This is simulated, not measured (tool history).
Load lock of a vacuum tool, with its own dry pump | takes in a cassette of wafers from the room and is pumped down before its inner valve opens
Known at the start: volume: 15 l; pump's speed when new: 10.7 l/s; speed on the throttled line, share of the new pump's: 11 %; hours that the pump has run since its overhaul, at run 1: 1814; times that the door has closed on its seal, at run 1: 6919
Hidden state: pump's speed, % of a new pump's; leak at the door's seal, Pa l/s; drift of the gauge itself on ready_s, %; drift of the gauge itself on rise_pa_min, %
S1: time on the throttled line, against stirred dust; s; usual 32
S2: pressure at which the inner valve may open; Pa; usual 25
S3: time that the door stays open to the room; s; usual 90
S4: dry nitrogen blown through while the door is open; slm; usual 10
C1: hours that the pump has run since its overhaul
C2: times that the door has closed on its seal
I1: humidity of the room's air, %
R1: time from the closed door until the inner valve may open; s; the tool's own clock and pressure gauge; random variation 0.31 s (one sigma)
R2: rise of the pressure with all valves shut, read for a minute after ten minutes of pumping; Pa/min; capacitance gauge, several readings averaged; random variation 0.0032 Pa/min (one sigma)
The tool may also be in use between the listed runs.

run 1 hour=0.0 | S1=32 S2=25 S3=90 S4=10 | C1=1814 C2=6919 | I1=43.1 | R1=40.4 R2=0.170
run 2 hour=154.4 | S1=32 S2=25 S3=90 S4=10 | C1=1969 C2=7592 | I1=44.8 | R1=40.4 R2=0.188
run 3 hour=297.5 | S1=32 S2=25 S3=90 S4=10 | C1=2112 C2=8216 | I1=46.5 | R1=40.4 R2=0.194
run 4 hour=373.3 | S1=32 S2=25 S3=90 S4=10 | C1=2188 C2=8547 | I1=43.9 | R1=40.4 R2=0.198
run 5 hour=447.7 | S1=32 S2=25 S3=90 S4=18 | C1=2262 C2=8871 | I1=44.5 | R1=40.5 R2=0.190
run 6 hour=610.2 | S1=32 S2=25 S3=90 S4=18 | C1=2424 C2=9580 | I1=44.7 | R1=40.6 R2=0.198
run 7 hour=683.3 | S1=32 S2=25 S3=90 S4=5 | C1=2498 C2=9899 | I1=44.5 | R1=41.0 R2=0.226
run 8 hour=800.9 | S1=32 S2=25 S3=90 S4=11 | C1=2615 C2=10412 | I1=43.3 | R1=40.7 R2=0.223
run 9 hour=920.1 | S1=32 S2=40 S3=90 S4=10 | C1=2734 C2=10932 | I1=46.6 | R1=39.9 R2=0.239
run 10 hour=1070.9 | S1=32 S2=40 S3=90 S4=10 | C1=2885 C2=11589 | I1=47.8 | R1=40.2 R2=0.248
run 11 hour=1188.2 | S1=32 S2=25 S3=90 S4=10 | C1=3002 C2=12101 | I1=44.8 | R1=40.8 R2=0.262
run 12 hour=1358.5 | S1=24 S2=25 S3=90 S4=10 | C1=3173 C2=12843 | I1=47.8 | R1=33.4 R2=0.273
run 13 hour=1514.1 | S1=24 S2=25 S3=90 S4=10 | C1=3328 C2=13522 | I1=45.1 | R1=33.2 R2=0.286
run 14 hour=1630.1 | S1=24 S2=25 S3=90 S4=10 | C1=3444 C2=14028 | I1=49.8 | R1=33.5 R2=0.305
run 15 hour=1785.0 | S1=24 S2=25 S3=90 S4=10 | C1=3599 C2=14703 | I1=41.9 | R1=33.3 R2=0.309
run 16 hour=1945.3 | S1=32 S2=29 S3=90 S4=10 | C1=3760 C2=15403 | I1=39.1 | R1=40.9 R2=0.310
run 17 hour=2109.1 | S1=32 S2=29 S3=90 S4=10 | C1=3923 C2=16117 | I1=48.7 | R1=40.5 R2=0.345
run 18 hour=2264.1 | S1=32 S2=29 S3=90 S4=10 | C1=4078 C2=16793 | I1=41.5 | R1=40.2 R2=0.355
run 19 hour=2349.9 | S1=32 S2=33 S3=90 S4=10 | C1=4164 C2=17167 | I1=47.1 | R1=40.1 R2=0.372
run 20 hour=2494.0 | S1=50 S2=39 S3=110 S4=4 | C1=4308 C2=17795 | I1=46.8 | R1=55.8 R2=0.401
run 21 hour=2572.2 | S1=52 S2=20 S3=106 S4=7 | C1=4386 C2=18137 | I1=43.5 | R1=58.5 R2=0.406
run 22 hour=2656.2 | S1=52 S2=28 S3=85 S4=7 | C1=4471 C2=18503 | I1=47.5 | R1=58.2 R2=0.412
run 23 hour=2734.7 | S1=58 S2=20 S3=40 S4=22 | C1=4549 C2=18845 | I1=45.3 | R1=64.3 R2=0.369
run 24 hour=2897.6 | S1=32 S2=25 S3=36 S4=10 | C1=4712 C2=19556 | I1=45.1 | R1=40.5 R2=0.396
run 25 hour=2980.5 | S1=32 S2=25 S3=36 S4=9 | C1=4795 C2=19917 | I1=43.0 | R1=40.8 R2=0.410
run 26 hour=3054.2 | S1=32 S2=25 S3=36 S4=9 | C1=4868 C2=20239 | I1=42.5 | R1=40.8 R2=0.413
run 27 hour=3124.6 | S1=32 S2=25 S3=36 S4=13 | C1=4939 C2=20546 | I1=42.4 | R1=40.6 R2=0.417
run 28 hour=3279.8 | S1=32 S2=25 S3=90 S4=36 | C1=5094 C2=21222 | I1=46.9 | R1=40.9 R2=0.447
run 29 hour=3361.5 | S1=32 S2=25 S3=90 S4=36 | C1=5176 C2=21579 | I1=43.6 | R1=40.8 R2=0.456
run 30 hour=3459.5 | S1=33 S2=36 S3=32 S4=20 | C1=5274 C2=22006 | I1=43.4 | R1=41.0 R2=0.453
run 31 hour=3551.3 | S1=33 S2=36 S3=32 S4=20 | C1=5366 C2=22407 | I1=41.2 | R1=41.4 R2=0.464
run 32 hour=3683.8 | S1=38 S2=25 S3=140 S4=10 | C1=5498 C2=22984 | I1=43.3 | R1=46.1 R2=0.541
run 33 hour=3786.8 | S1=32 S2=19 S3=38 S4=10 | C1=5601 C2=23434 | I1=42.8 | R1=41.2 R2=0.503
run 34 hour=3926.1 | S1=32 S2=19 S3=38 S4=10 | C1=5740 C2=24041 | I1=45.1 | R1=41.4 R2=0.529
run 35 hour=4020.8 | S1=32 S2=21 S3=90 S4=10 | C1=5835 C2=24454 | I1=45.8 | R1=40.8 R2=0.559
run 36 hour=4135.0 | S1=32 S2=21 S3=90 S4=10 | C1=5949 C2=24952 | I1=45.4 | R1=41.3 R2=0.575
run 37 hour=4275.2 | S1=63 S2=37 S3=66 S4=5 | C1=6089 C2=25564 | I1=45.5 | R1=67.5 R2=0.613

4 ways to go on from here, each from the tool as it stands after run 37. What would each give?
run A hour=4391.3 | S1=59 S2=25 S3=54 S4=8 | C1=6206 C2=26070 | I1=44.3 | R1=? R2=?
run B hour=4391.3 | S1=38 S2=25 S3=90 S4=10 | C1=6206 C2=26070 | I1=44.4 | R1=? R2=?
run C hour=4391.3 | S1=62 S2=25 S3=173 S4=8 | C1=6206 C2=26070 | I1=48.1 | R1=? R2=?
run D hour=4391.3 | S1=50 S2=37 S3=98 S4=5 | C1=6206 C2=26070 | I1=47.9 | R1=? R2=?

run=A R1=65.2 R2=0.615
run=B R1=46.7 R2=0.624
run=C R1=68.1 R2=0.686
run=D R1=55.3 R2=0.649
Without the tool's hidden state the same runs would have given:
run=A R1=64.7 R2=0.085
run=B R1=46.0 R2=0.095
run=C R1=67.7 R2=0.143
run=D R1=54.8 R2=0.118

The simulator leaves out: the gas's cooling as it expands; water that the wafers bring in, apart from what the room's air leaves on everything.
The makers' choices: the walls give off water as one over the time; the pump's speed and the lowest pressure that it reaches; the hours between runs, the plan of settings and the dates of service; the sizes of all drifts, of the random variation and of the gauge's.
